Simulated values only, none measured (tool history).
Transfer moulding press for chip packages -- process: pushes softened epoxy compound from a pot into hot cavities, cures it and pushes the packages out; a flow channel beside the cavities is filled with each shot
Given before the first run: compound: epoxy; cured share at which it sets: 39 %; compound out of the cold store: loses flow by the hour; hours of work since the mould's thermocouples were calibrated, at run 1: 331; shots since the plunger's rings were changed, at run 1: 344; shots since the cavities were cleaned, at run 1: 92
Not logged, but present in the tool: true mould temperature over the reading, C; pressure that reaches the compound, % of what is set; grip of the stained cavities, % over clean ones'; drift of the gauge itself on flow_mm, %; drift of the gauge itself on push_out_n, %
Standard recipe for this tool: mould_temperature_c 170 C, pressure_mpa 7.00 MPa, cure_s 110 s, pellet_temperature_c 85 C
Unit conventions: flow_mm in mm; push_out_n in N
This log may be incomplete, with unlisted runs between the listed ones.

run,hour,mould_temperature_c,pressure_mpa,cure_s,pellet_temperature_c,hours of work since the mould's thermocouples were calibrated,shots since the plunger's rings were changed,shots since the cavities were cleaned,incoming compound's hours out of the cold store,flow_mm,push_out_n
1,0.0,170,7.00,110,85,331,344,92,29.1,947,514
2,20.7,170,7.00,110,85,346,601,349,11.2,1008,638
# hour 35.3: cavities cleaned with cleaning compound and waxed
3,54.7,170,7.00,110,85,369,1006,241,23.9,970,596
# hour 78.4: cavities cleaned with cleaning compound and waxed
4,90.4,170,7.00,110,85,393,1432,150,10.7,1001,549
5,109.1,168,7.00,110,85,406,1665,383,15.5,996,691
# hour 122.2: cavities cleaned with cleaning compound and waxed
6,149.4,168,7.00,110,85,433,2148,339,30.5,935,645
# hour 165.1: cavities cleaned with cleaning compound and waxed
7,179.8,168,7.00,110,85,453,2508,184,40.1,904,598
# hour 208.4: cavities cleaned with cleaning compound and waxed
8,212.4,168,7.00,110,85,475,2894,49,42.5,884,517
9,248.4,170,7.00,110,91,500,3342,497,41.6,871,653
# hour 252.7: cavities cleaned with cleaning compound and waxed
10,267.4,170,7.00,110,91,512,3560,183,11.5,981,568
# hour 295.6: cavities cleaned with cleaning compound and waxed
11,295.6,170,7.00,110,91,531,3893,0,10.7,972,446
# hour 303.6: plunger's sealing rings changed
12,327.7,170,7.00,110,91,551,300,368,29.9,952,603
# hour 331.9: mould's thermocouples calibrated
# hour 342.6: cavities cleaned with cleaning compound and waxed
13,363.7,165,7.00,110,85,21,704,262,45.7,921,692
# hour 385.8: cavities cleaned with cleaning compound and waxed
14,388.0,176,6.28,147,88,37,988,27,10.5,914,423
15,408.7,176,6.28,147,88,52,1246,285,36.3,829,534
# hour 430.5: mould's thermocouples calibrated, once more
# hour 432.0: cavities cleaned with cleaning compound and waxed
16,437.4,167,7.00,110,87,4,1560,68,28.0,966,586
17,461.7,167,7.00,110,87,21,1862,370,12.5,1015,700
# hour 474.3: cavities cleaned with cleaning compound and waxed
18,485.8,170,7.19,110,85,37,2143,143,26.5,933,526
# hour 517.3: cavities cleaned with cleaning compound and waxed
19,521.3,170,7.19,110,85,60,2567,50,47.6,870,496
20,546.2,170,5.25,97,80,78,2876,359,16.9,831,751
# hour 560.5: cavities cleaned with cleaning compound and waxed
21,582.8,170,5.25,97,80,102,3313,277,28.1,793,665
# hour 603.7: cavities cleaned with cleaning compound and waxed
22,620.2,167,5.26,110,89,127,3759,205,34.2,800,649
# hour 638.6: plunger's sealing rings changed
# hour 649.0: cavities cleaned with cleaning compound and waxed
23,649.8,173,5.84,106,88,145,122,11,12.2,909,463
24,677.1,173,5.84,106,88,164,461,350,13.3,893,593
# hour 692.0: cavities cleaned with cleaning compound and waxed
25,695.2,178,5.84,104,88,176,668,40,13.4,863,429

Expected results for the next run?
26,725.1,177,5.84,104,79,197,1039,411,35.1,?,?

flow_mm: 801 mm
push_out_n: 557 N
With the hidden condition absent and the run-to-run variation left alone, this run would have shown flow_mm 816 mm, push_out_n 408 N.

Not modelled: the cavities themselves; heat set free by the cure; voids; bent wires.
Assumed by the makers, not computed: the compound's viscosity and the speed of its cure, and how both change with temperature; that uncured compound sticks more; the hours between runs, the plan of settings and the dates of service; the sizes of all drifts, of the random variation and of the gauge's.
